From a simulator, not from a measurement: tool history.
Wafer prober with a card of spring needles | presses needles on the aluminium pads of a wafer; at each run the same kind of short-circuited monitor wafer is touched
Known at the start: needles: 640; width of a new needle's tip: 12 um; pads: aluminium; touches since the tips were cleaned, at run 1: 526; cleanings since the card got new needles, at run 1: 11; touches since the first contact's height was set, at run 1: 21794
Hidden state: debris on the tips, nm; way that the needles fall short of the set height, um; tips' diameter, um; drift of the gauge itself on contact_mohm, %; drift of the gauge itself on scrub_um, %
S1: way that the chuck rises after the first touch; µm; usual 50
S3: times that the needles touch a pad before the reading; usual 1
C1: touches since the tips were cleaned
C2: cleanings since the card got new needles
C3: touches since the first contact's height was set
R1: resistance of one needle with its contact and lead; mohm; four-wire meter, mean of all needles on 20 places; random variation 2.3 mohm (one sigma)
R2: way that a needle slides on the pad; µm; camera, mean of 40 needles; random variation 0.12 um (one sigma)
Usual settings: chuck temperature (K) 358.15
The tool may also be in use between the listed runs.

Run 1, hour 0.0: usual settings; C1 526; C2 11; C3 21794. Result: R1 306 mohm, R2 7.92 µm.
At hour 2.8: tips cleaned on abrasive film.
At hour 6.6: tips cleaned on abrasive film.
At hour 10.3: tips cleaned on abrasive film.
At hour 14.1: tips cleaned on abrasive film.
At hour 18.7: tips cleaned on abrasive film.
At hour 22.5: tips cleaned on abrasive film.
At hour 26.2: tips cleaned on abrasive film.
At hour 30.8: tips cleaned on abrasive film.
At hour 35.5: tips cleaned on abrasive film.
At hour 39.2: tips cleaned on abrasive film.
At hour 43.9: tips cleaned on abrasive film.
At hour 47.6: tips cleaned on abrasive film.
At hour 52.3: tips cleaned on abrasive film.
At hour 56.0: tips cleaned on abrasive film.
At hour 59.8: tips cleaned on abrasive film.
At hour 64.4: tips cleaned on abrasive film.
Run 2, hour 64.9: usual settings but chuck temperature (K) 322.15; C1 213; C2 27; C3 52539. Result: R1 277 mohm, R2 7.55 µm.
At hour 68.6: tips cleaned on abrasive film.
At hour 72.3: tips cleaned on abrasive film.
At hour 76.1: tips cleaned on abrasive film.
At hour 79.8: tips cleaned on abrasive film.
At hour 83.6: tips cleaned on abrasive film.
At hour 87.3: tips cleaned on abrasive film.
At hour 92.0: tips cleaned on abrasive film.
Run 3, hour 93.8: usual settings; C1 888; C2 34; C3 66259. Result: R1 329 mohm, R2 7.47 µm.
At hour 96.6: tips cleaned on abrasive film.
At hour 100.3: tips cleaned on abrasive film.
At hour 104.1: tips cleaned on abrasive film.
At hour 108.7: tips cleaned on abrasive film.
At hour 112.5: tips cleaned on abrasive film.
At hour 116.2: tips cleaned on abrasive film.
At hour 120.8: tips cleaned on abrasive film.
At hour 124.6: tips cleaned on abrasive film.
At hour 129.2: tips cleaned on abrasive film.
At hour 133.9: tips cleaned on abrasive film.
Run 4, hour 137.0: usual settings; C1 1497; C2 44; C3 86764. Result: R1 397 mohm, R2 7.11 µm.
At hour 138.0: tips cleaned on abrasive film.
At hour 142.6: tips cleaned on abrasive film.
At hour 146.4: tips cleaned on abrasive film.
At hour 151.0: tips cleaned on abrasive film.
At hour 154.8: tips cleaned on abrasive film.
At hour 158.5: tips cleaned on abrasive film.
At hour 163.2: tips cleaned on abrasive film.
At hour 166.9: tips cleaned on abrasive film.
At hour 170.6: tips cleaned on abrasive film.
At hour 174.4: tips cleaned on abrasive film.
At hour 178.1: tips cleaned on abrasive film.
At hour 182.8: tips cleaned on abrasive film.
At hour 186.5: tips cleaned on abrasive film.
At hour 191.2: tips cleaned on abrasive film.
At hour 195.0: tips cleaned on abrasive film.
Run 5, hour 195.0: usual settings; C1 0; C2 59; C3 114234. Result: R1 276 mohm, R2 6.95 µm.
At hour 198.7: tips cleaned on abrasive film.
At hour 202.5: tips cleaned on abrasive film.
At hour 207.1: tips cleaned on abrasive film.
At hour 210.9: tips cleaned on abrasive film.
At hour 214.6: tips cleaned on abrasive film.
At hour 219.3: tips cleaned on abrasive film.
At hour 223.0: tips cleaned on abrasive film.
At hour 226.7: tips cleaned on abrasive film.
Run 6, hour 227.9: usual settings; C1 552; C2 67; C3 129831. Result: R1 336 mohm, R2 6.75 µm.
At hour 230.7: tips cleaned on abrasive film.
At hour 234.5: tips cleaned on abrasive film.
At hour 239.1: tips cleaned on abrasive film.
At hour 242.8: tips cleaned on abrasive film.
At hour 247.5: tips cleaned on abrasive film.
At hour 251.2: tips cleaned on abrasive film.
At hour 255.0: tips cleaned on abrasive film.
At hour 258.7: tips cleaned on abrasive film.
At hour 262.5: tips cleaned on abrasive film.
At hour 267.1: tips cleaned on abrasive film.
At hour 271.8: tips cleaned on abrasive film.
Run 7, hour 273.0: usual settings; C1 599; C2 78; C3 151227. Result: R1 362 mohm, R2 6.79 µm.
At hour 275.8: tips cleaned on abrasive film.
At hour 279.6: tips cleaned on abrasive film.
At hour 284.2: tips cleaned on abrasive film.
At hour 288.0: tips cleaned on abrasive film.
At hour 291.7: tips cleaned on abrasive film.
At hour 296.4: tips cleaned on abrasive film.
At hour 301.0: tips cleaned on abrasive film.
At hour 305.7: tips cleaned on abrasive film.
At hour 309.4: tips cleaned on abrasive film.
At hour 314.0: tips cleaned on abrasive film.
At hour 317.8: tips cleaned on abrasive film.
At hour 321.5: tips cleaned on abrasive film.
At hour 325.3: tips cleaned on abrasive film.
At hour 329.9: tips cleaned on abrasive film.
At hour 333.7: tips cleaned on abrasive film.
Run 8, hour 335.6: usual settings but S1 64 µm; C1 923; C2 93; C3 180909. Result: R1 326 mohm, R2 8.58 µm.
At hour 337.5: tips cleaned on abrasive film.
At hour 342.1: tips cleaned on abrasive film.
At hour 345.9: tips cleaned on abrasive film.
At hour 350.5: tips cleaned on abrasive film.
At hour 355.2: tips cleaned on abrasive film.
At hour 358.9: tips cleaned on abrasive film.
At hour 362.6: tips cleaned on abrasive film.
At hour 367.3: tips cleaned on abrasive film.
Run 9, hour 370.0: usual settings but S1 42 µm, chuck temperature (K) 313.15, S3 3; C1 1290; C2 101; C3 197235. Result: R1 358 mohm, R2 4.87 µm.

Run 10 comes next. What will it give?
At hour 371.9: tips cleaned on abrasive film.
At hour 375.6: tips cleaned on abrasive film.
At hour 380.3: tips cleaned on abrasive film.
At hour 384.9: tips cleaned on abrasive film.
At hour 389.6: tips cleaned on abrasive film.
At hour 393.3: tips cleaned on abrasive film.
At hour 398.0: tips cleaned on abrasive film.
At hour 401.7: tips cleaned on abrasive film.
At hour 405.4: tips cleaned on abrasive film.
At hour 410.1: tips cleaned on abrasive film.
At hour 414.7: tips cleaned on abrasive film.
At hour 418.5: tips cleaned on abrasive film.
At hour 422.2: tips cleaned on abrasive film.
At hour 426.0: tips cleaned on abrasive film.
Run 10, hour 428.7: usual settings but S1 48 µm, chuck temperature (K) 306.15, S3 2; C1 1330; C2 115; C3 225111. Result: R1 ?, R2 ?.

R1: 405 mohm
R2: 5.64 µm
Without the tool's hidden state the same run would have given R1 249 mohm, R2 7.77 µm.

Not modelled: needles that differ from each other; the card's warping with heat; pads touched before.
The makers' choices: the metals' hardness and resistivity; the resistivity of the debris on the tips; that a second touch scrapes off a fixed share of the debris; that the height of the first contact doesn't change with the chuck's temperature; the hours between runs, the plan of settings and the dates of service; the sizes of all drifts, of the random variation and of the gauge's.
